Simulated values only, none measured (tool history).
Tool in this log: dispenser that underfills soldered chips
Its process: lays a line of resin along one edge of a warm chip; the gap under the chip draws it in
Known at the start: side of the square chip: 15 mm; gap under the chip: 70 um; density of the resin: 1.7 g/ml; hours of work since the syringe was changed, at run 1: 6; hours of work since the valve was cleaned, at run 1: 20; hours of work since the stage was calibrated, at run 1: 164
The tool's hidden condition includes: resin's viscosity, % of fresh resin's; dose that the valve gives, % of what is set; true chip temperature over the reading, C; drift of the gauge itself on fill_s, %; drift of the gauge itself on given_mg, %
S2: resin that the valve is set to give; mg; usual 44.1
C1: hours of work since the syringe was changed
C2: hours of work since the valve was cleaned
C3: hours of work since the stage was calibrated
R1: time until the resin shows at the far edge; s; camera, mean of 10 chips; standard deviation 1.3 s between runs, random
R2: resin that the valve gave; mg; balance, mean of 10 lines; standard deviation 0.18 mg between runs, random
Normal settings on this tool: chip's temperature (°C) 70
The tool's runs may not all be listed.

run 1 day=0 | chip's_temperature_(°C)=70 S2=44.1 | C1=6 C2=20 C3=164 | R1=164 R2=43.11
run 2 day=0.175 | chip's_temperature_(°C)=70 S2=41.9 | C1=9 C2=23 C3=167 | R1=179.4 R2=40.91
-- day=0.292 new syringe of resin
run 3 day=0.375 | chip's_temperature_(°C)=70 S2=41.9 | C1=1 C2=26 C3=170 | R1=140.8 R2=41.02
run 4 day=0.496 | chip's_temperature_(°C)=70 S2=44.1 | C1=3 C2=28 C3=172 | R1=149.6 R2=43.1
run 5 day=0.662 | chip's_temperature_(°C)=70 S2=44.1 | C1=6 C2=31 C3=175 | R1=164 R2=42.84
run 6 day=0.779 | chip's_temperature_(°C)=70 S2=53.5 | C1=8 C2=33 C3=177 | R1=169.5 R2=52.14
run 7 day=0.912 | chip's_temperature_(°C)=70 S2=53.5 | C1=11 C2=36 C3=179 | R1=185.3 R2=52.16
-- day=0.942 new syringe of resin
run 8 day=1.038 | chip's_temperature_(°C)=70 S2=53.5 | C1=2 C2=38 C3=181 | R1=140.5 R2=51.74
run 9 day=1.25 | chip's_temperature_(°C)=70 S2=54.5 | C1=5 C2=41 C3=185 | R1=155.9 R2=52.69
run 10 day=1.479 | chip's_temperature_(°C)=70 S2=54.5 | C1=9 C2=45 C3=189 | R1=175.1 R2=52.42
-- day=1.592 new syringe of resin
run 11 day=1.65 | chip's_temperature_(°C)=70 S2=54.5 | C1=1 C2=48 C3=192 | R1=135.7 R2=52.32
run 12 day=1.804 | chip's_temperature_(°C)=70 S2=46.8 | C1=4 C2=51 C3=194 | R1=148 R2=44.68
run 13 day=2.017 | chip's_temperature_(°C)=75 S2=44.1 | C1=7 C2=54 C3=198 | R1=129.9 R2=41.97
-- day=2.242 new syringe of resin
run 14 day=2.271 | chip's_temperature_(°C)=75 S2=44.1 | C1=1 C2=58 C3=202 | R1=106.4 R2=41.96
run 15 day=2.429 | chip's_temperature_(°C)=75 S2=44.1 | C1=3 C2=61 C3=205 | R1=114.2 R2=41.56
run 16 day=2.692 | chip's_temperature_(°C)=75 S2=44.1 | C1=8 C2=66 C3=209 | R1=132.8 R2=41.77
-- day=2.888 new syringe of resin
run 17 day=2.925 | chip's_temperature_(°C)=75 S2=44.1 | C1=1 C2=70 C3=213 | R1=110 R2=41.49
run 18 day=3.042 | chip's_temperature_(°C)=75 S2=44.1 | C1=3 C2=72 C3=215 | R1=114.1 R2=41.28
run 19 day=3.304 | chip's_temperature_(°C)=75 S2=44.1 | C1=7 C2=76 C3=220 | R1=132.2 R2=41.66
-- day=3.367 dispensing valve cleaned and set on the balance
run 20 day=3.467 | chip's_temperature_(°C)=75 S2=44.1 | C1=9 C2=2 C3=222 | R1=140.7 R2=44.38
-- day=3.583 new syringe of resin
run 21 day=3.621 | chip's_temperature_(°C)=75 S2=44.1 | C1=1 C2=4 C3=224 | R1=102.5 R2=44.18
run 22 day=3.754 | chip's_temperature_(°C)=77 S2=39.9 | C1=3 C2=7 C3=227 | R1=103.4 R2=39.81
run 23 day=3.896 | chip's_temperature_(°C)=85 S2=38.1 | C1=5 C2=9 C3=229 | R1=75.1 R2=37.65
run 24 day=4.167 | chip's_temperature_(°C)=85 S2=38.1 | C1=10 C2=14 C3=234 | R1=87.8 R2=37.47
-- day=4.233 new syringe of resin
run 25 day=4.412 | chip's_temperature_(°C)=85 S2=38.1 | C1=3 C2=18 C3=238 | R1=71.3 R2=37.49
run 26 day=4.617 | chip's_temperature_(°C)=85 S2=39.2 | C1=7 C2=21 C3=241 | R1=78.4 R2=38.92
run 27 day=4.788 | chip's_temperature_(°C)=85 S2=39.2 | C1=10 C2=24 C3=244 | R1=85.9 R2=38.49
-- day=4.888 new syringe of resin
run 28 day=4.975 | chip's_temperature_(°C)=85 S2=39.2 | C1=1 C2=27 C3=247 | R1=68.6 R2=38.46
run 29 day=5.112 | chip's_temperature_(°C)=85 S2=39.2 | C1=4 C2=30 C3=250 | R1=73.2 R2=38.18
run 30 day=5.292 | chip's_temperature_(°C)=80 S2=41.9 | C1=7 C2=33 C3=253 | R1=102.4 R2=41.1
run 31 day=5.517 | chip's_temperature_(°C)=80 S2=41.9 | C1=11 C2=37 C3=257 | R1=118 R2=41.04
-- day=5.55 new syringe of resin
run 32 day=5.721 | chip's_temperature_(°C)=59 S2=41.1 | C1=3 C2=40 C3=260 | R1=276.4 R2=39.88

The next listed run, before its measurement:
run 33 day=6 | chip's_temperature_(°C)=59 S2=41.1 | C1=8 C2=45 C3=265 | R1=? R2=?

R1: 322.4 s
R2: 39.42 mg
Take away the tool's hidden state, keep the run-to-run variation as it was, and the same run would have given R1 236.6 s, R2 40.78 mg.
